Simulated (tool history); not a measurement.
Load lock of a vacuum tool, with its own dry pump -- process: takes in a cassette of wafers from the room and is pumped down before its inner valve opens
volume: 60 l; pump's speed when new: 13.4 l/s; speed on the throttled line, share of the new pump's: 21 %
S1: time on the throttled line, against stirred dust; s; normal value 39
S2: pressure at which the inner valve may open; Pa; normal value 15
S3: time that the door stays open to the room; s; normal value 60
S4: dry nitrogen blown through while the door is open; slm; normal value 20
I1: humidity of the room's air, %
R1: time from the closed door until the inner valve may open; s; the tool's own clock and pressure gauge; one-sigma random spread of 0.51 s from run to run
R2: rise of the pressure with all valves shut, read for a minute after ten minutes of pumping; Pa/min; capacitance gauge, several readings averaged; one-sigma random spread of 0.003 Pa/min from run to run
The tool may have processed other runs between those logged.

{"run": 1, "hour": 0.0, "S1": 39, "S2": 15, "S3": 60, "S4": 20, "I1": 43.0, "R1": 73.6, "R2": 0.11}
{"run": 2, "hour": 115.5, "S1": 39, "S2": 16, "S3": 60, "S4": 20, "I1": 46.7, "R1": 72.5, "R2": 0.11}
{"run": 3, "hour": 234.5, "S1": 39, "S2": 15, "S3": 60, "S4": 20, "I1": 41.9, "R1": 73.3, "R2": 0.117}
{"run": 4, "hour": 321.8, "S1": 39, "S2": 15, "S3": 60, "S4": 20, "I1": 42.9, "R1": 73.7, "R2": 0.121}
{"run": 5, "hour": 398.8, "S1": 39, "S2": 15, "S3": 60, "S4": 20, "I1": 44.0, "R1": 73.6, "R2": 0.124}
{"run": 6, "hour": 489.8, "S1": 39, "S2": 15, "S3": 60, "S4": 20, "I1": 44.3, "R1": 73.1, "R2": 0.12}
{"run": 7, "hour": 621.2, "S1": 39, "S2": 15, "S3": 60, "S4": 20, "I1": 44.7, "R1": 74.0, "R2": 0.125}
{"run": 8, "hour": 694.3, "S1": 39, "S2": 15, "S3": 60, "S4": 20, "I1": 48.4, "R1": 74.4, "R2": 0.123}
{"run": 9, "hour": 819.2, "S1": 39, "S2": 15, "S3": 60, "S4": 20, "I1": 44.8, "R1": 73.1, "R2": 0.13}
{"run": 10, "hour": 938.9, "S1": 39, "S2": 15, "S3": 60, "S4": 20, "I1": 45.0, "R1": 74.3, "R2": 0.131}
{"run": 11, "hour": 1028.3, "S1": 39, "S2": 15, "S3": 70, "S4": 20, "I1": 47.3, "R1": 75.1, "R2": 0.135}
{"run": 12, "hour": 1109.6, "S1": 39, "S2": 18, "S3": 60, "S4": 20, "I1": 51.8, "R1": 73.0, "R2": 0.129}
{"run": 13, "hour": 1217.6, "S1": 39, "S2": 26, "S3": 60, "S4": 20, "I1": 44.9, "R1": 71.5, "R2": 0.132}
{"run": 14, "hour": 1287.6, "S1": 39, "S2": 26, "S3": 60, "S4": 20, "I1": 44.4, "R1": 70.7, "R2": 0.135}
{"run": 15, "hour": 1404.8, "S1": 39, "S2": 26, "S3": 60, "S4": 20, "I1": 45.1, "R1": 71.0, "R2": 0.143}
{"run": 16, "hour": 1523.5, "S1": 39, "S2": 26, "S3": 60, "S4": 20, "I1": 42.6, "R1": 71.2, "R2": 0.138}
{"run": 17, "hour": 1650.8, "S1": 39, "S2": 26, "S3": 60, "S4": 20, "I1": 43.3, "R1": 70.3, "R2": 0.148}
{"run": 18, "hour": 1717.0, "S1": 39, "S2": 15, "S3": 60, "S4": 41, "I1": 43.0, "R1": 73.7, "R2": 0.134}
{"run": 19, "hour": 1808.3, "S1": 39, "S2": 15, "S3": 60, "S4": 20, "I1": 46.3, "R1": 74.1, "R2": 0.148}
{"run": 20, "hour": 1873.8, "S1": 39, "S2": 15, "S3": 60, "S4": 20, "I1": 44.3, "R1": 75.1, "R2": 0.149}
{"run": 21, "hour": 1958.7, "S1": 39, "S2": 15, "S3": 60, "S4": 20, "I1": 44.5, "R1": 73.7, "R2": 0.15}
{"run": 22, "hour": 2093.4, "S1": 44, "S2": 15, "S3": 100, "S4": 20, "I1": 46.7, "R1": 79.3, "R2": 0.162}
{"run": 23, "hour": 2176.2, "S1": 25, "S2": 21, "S3": 29, "S4": 16, "I1": 49.8, "R1": 61.1, "R2": 0.156}
{"run": 24, "hour": 2235.7, "S1": 25, "S2": 21, "S3": 29, "S4": 16, "I1": 49.1, "R1": 62.5, "R2": 0.153}
{"run": 25, "hour": 2298.5, "S1": 25, "S2": 21, "S3": 29, "S4": 16, "I1": 50.6, "R1": 61.8, "R2": 0.153}
{"run": 26, "hour": 2383.5, "S1": 27, "S2": 12, "S3": 173, "S4": 15, "I1": 44.8, "R1": 65.4, "R2": 0.167}
{"run": 27, "hour": 2478.8, "S1": 27, "S2": 12, "S3": 173, "S4": 15, "I1": 49.3, "R1": 65.7, "R2": 0.183}
{"run": 28, "hour": 2576.8, "S1": 49, "S2": 13, "S3": 60, "S4": 9, "I1": 41.9, "R1": 83.8, "R2": 0.173}
{"run": 29, "hour": 2709.4, "S1": 46, "S2": 29, "S3": 48, "S4": 16, "I1": 43.7, "R1": 76.3, "R2": 0.17}
{"run": 30, "hour": 2811.5, "S1": 46, "S2": 25, "S3": 48, "S4": 16, "I1": 42.5, "R1": 77.7, "R2": 0.162}
{"run": 31, "hour": 2928.6, "S1": 46, "S2": 25, "S3": 48, "S4": 16, "I1": 45.4, "R1": 77.1, "R2": 0.173}
{"run": 32, "hour": 2991.0, "S1": 39, "S2": 16, "S3": 60, "S4": 5, "I1": 44.5, "R1": 74.8, "R2": 0.189}
{"run": 33, "hour": 3078.5, "S1": 39, "S2": 16, "S3": 60, "S4": 22, "I1": 44.7, "R1": 74.4, "R2": 0.176}
{"run": 34, "hour": 3157.3, "S1": 39, "S2": 16, "S3": 60, "S4": 22, "I1": 45.6, "R1": 74.9, "R2": 0.168}
{"run": 35, "hour": 3264.8, "S1": 27, "S2": 28, "S3": 164, "S4": 8, "I1": 40.3, "R1": 63.0, "R2": 0.192}
{"run": 36, "hour": 3370.8, "S1": 39, "S2": 15, "S3": 33, "S4": 20, "I1": 47.5, "R1": 75.3, "R2": 0.175}
{"run": 37, "hour": 3500.0, "S1": 39, "S2": 15, "S3": 33, "S4": 20, "I1": 42.7, "R1": 74.9, "R2": 0.177}

Consider 4 possible next runs. They are alternatives, not a sequence: every one starts from the tool as it was left by run 37. What does each give?
{"run": "A", "hour": 3613.3, "S1": 39, "S2": 13, "S3": 60, "S4": 20, "I1": 44.2, "R1": "?", "R2": "?"}
{"run": "B", "hour": 3613.3, "S1": 57, "S2": 19, "S3": 60, "S4": 20, "I1": 47.8, "R1": "?", "R2": "?"}
{"run": "C", "hour": 3613.3, "S1": 39, "S2": 20, "S3": 33, "S4": 20, "I1": 43.7, "R1": "?", "R2": "?"}
{"run": "D", "hour": 3613.3, "S1": 75, "S2": 10, "S3": 60, "S4": 4, "I1": 45.4, "R1": "?", "R2": "?"}

run=A R1=75.6 R2=0.195
run=B R1=87.7 R2=0.191
run=C R1=74.3 R2=0.179
run=D R1=104.7 R2=0.198
Stripped of hidden state, with their random variation kept, the same runs would have yielded:
run=A R1=70.5 R2=0.032
run=B R1=83.5 R2=0.032
run=C R1=69.5 R2=0.019
run=D R1=100.6 R2=0.039
